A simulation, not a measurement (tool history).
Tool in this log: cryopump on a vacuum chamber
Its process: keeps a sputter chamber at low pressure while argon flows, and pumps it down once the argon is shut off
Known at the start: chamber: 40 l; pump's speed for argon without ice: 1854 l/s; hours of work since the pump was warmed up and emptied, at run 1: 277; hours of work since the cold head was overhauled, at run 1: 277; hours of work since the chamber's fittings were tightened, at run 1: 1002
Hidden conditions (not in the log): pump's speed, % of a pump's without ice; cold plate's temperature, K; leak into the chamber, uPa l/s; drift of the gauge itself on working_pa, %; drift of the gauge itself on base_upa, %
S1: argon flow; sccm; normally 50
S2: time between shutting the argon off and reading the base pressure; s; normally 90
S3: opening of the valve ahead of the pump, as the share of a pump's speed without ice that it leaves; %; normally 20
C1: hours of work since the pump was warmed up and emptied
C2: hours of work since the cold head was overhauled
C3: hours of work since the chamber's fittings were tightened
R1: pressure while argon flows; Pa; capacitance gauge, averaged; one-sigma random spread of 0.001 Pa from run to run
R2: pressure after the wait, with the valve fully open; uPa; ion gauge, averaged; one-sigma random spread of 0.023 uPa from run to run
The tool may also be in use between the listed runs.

{"run": 1, "hour": 0.0, "S1": 50, "S2": 90, "S3": 20, "C1": 277, "C2": 277, "C3": 1002, "R1": 0.2292, "R2": 1.2}
{"run": 2, "hour": 34.9, "S1": 50, "S2": 90, "S3": 20, "C1": 300, "C2": 300, "C3": 1025, "R1": 0.231, "R2": 1.19}
{"run": 3, "hour": 74.2, "S1": 36, "S2": 90, "S3": 20, "C1": 326, "C2": 326, "C3": 1051, "R1": 0.167, "R2": 1.19}
{"run": 4, "hour": 99.5, "S1": 50, "S2": 90, "S3": 21, "C1": 343, "C2": 343, "C3": 1068, "R1": 0.2188, "R2": 1.2}
{"run": 5, "hour": 126.6, "S1": 50, "S2": 90, "S3": 21, "C1": 361, "C2": 361, "C3": 1086, "R1": 0.2212, "R2": 1.19}
{"run": 6, "hour": 157.3, "S1": 50, "S2": 90, "S3": 36, "C1": 381, "C2": 381, "C3": 1106, "R1": 0.1307, "R2": 1.28}
{"run": 7, "hour": 176.1, "S1": 50, "S2": 90, "S3": 36, "C1": 394, "C2": 394, "C3": 1119, "R1": 0.1299, "R2": 1.23}
{"run": 8, "hour": 214.0, "S1": 50, "S2": 90, "S3": 36, "C1": 419, "C2": 419, "C3": 1144, "R1": 0.1308, "R2": 1.25}
{"run": 9, "hour": 230.5, "S1": 50, "S2": 90, "S3": 36, "C1": 430, "C2": 430, "C3": 1155, "R1": 0.1303, "R2": 1.23}
{"run": 10, "hour": 266.2, "S1": 43, "S2": 90, "S3": 20, "C1": 453, "C2": 453, "C3": 1178, "R1": 0.1992, "R2": 1.22}
{"run": 11, "hour": 291.1, "S1": 43, "S2": 90, "S3": 20, "C1": 470, "C2": 470, "C3": 1195, "R1": 0.1987, "R2": 1.27}
{"run": 12, "hour": 327.6, "S1": 43, "S2": 90, "S3": 20, "C1": 494, "C2": 494, "C3": 1219, "R1": 0.201, "R2": 1.3}
{"run": 13, "hour": 348.7, "S1": 43, "S2": 90, "S3": 20, "C1": 508, "C2": 508, "C3": 1233, "R1": 0.2009, "R2": 1.28}
{"run": 14, "hour": 375.9, "S1": 43, "S2": 90, "S3": 20, "C1": 526, "C2": 526, "C3": 1251, "R1": 0.1999, "R2": 1.3}
{"run": 15, "hour": 410.6, "S1": 53, "S2": 90, "S3": 20, "C1": 549, "C2": 549, "C3": 1274, "R1": 0.2446, "R2": 1.33}
{"run": 16, "hour": 444.0, "S1": 53, "S2": 90, "S3": 20, "C1": 571, "C2": 571, "C3": 1296, "R1": 0.2495, "R2": 1.32}
{"run": 17, "hour": 471.0, "S1": 53, "S2": 90, "S3": 20, "C1": 589, "C2": 589, "C3": 1314, "R1": 0.2464, "R2": 1.33}
{"run": 18, "hour": 498.8, "S1": 51, "S2": 113, "S3": 54, "C1": 608, "C2": 608, "C3": 1333, "R1": 0.0916, "R2": 1.21}
{"run": 19, "hour": 528.6, "S1": 75, "S2": 90, "S3": 30, "C1": 628, "C2": 628, "C3": 1352, "R1": 0.237, "R2": 1.35}
{"run": 20, "hour": 545.5, "S1": 20, "S2": 89, "S3": 17, "C1": 639, "C2": 639, "C3": 1364, "R1": 0.1103, "R2": 1.4}
{"run": 21, "hour": 565.1, "S1": 94, "S2": 26, "S3": 47, "C1": 652, "C2": 652, "C3": 1377, "R1": 0.195, "R2": 2.85}

For run 22, what comes out?
{"run": 22, "hour": 589.5, "S1": 46, "S2": 26, "S3": 33, "C1": 668, "C2": 668, "C3": 1393, "R1": "?", "R2": "?"}

R1: 0.1331 Pa
R2: 2.84 uPa
Take away the tool's hidden state, keep the run-to-run variation as it was, and the same run would have given R1 0.1274 Pa, R2 2.20 uPa.

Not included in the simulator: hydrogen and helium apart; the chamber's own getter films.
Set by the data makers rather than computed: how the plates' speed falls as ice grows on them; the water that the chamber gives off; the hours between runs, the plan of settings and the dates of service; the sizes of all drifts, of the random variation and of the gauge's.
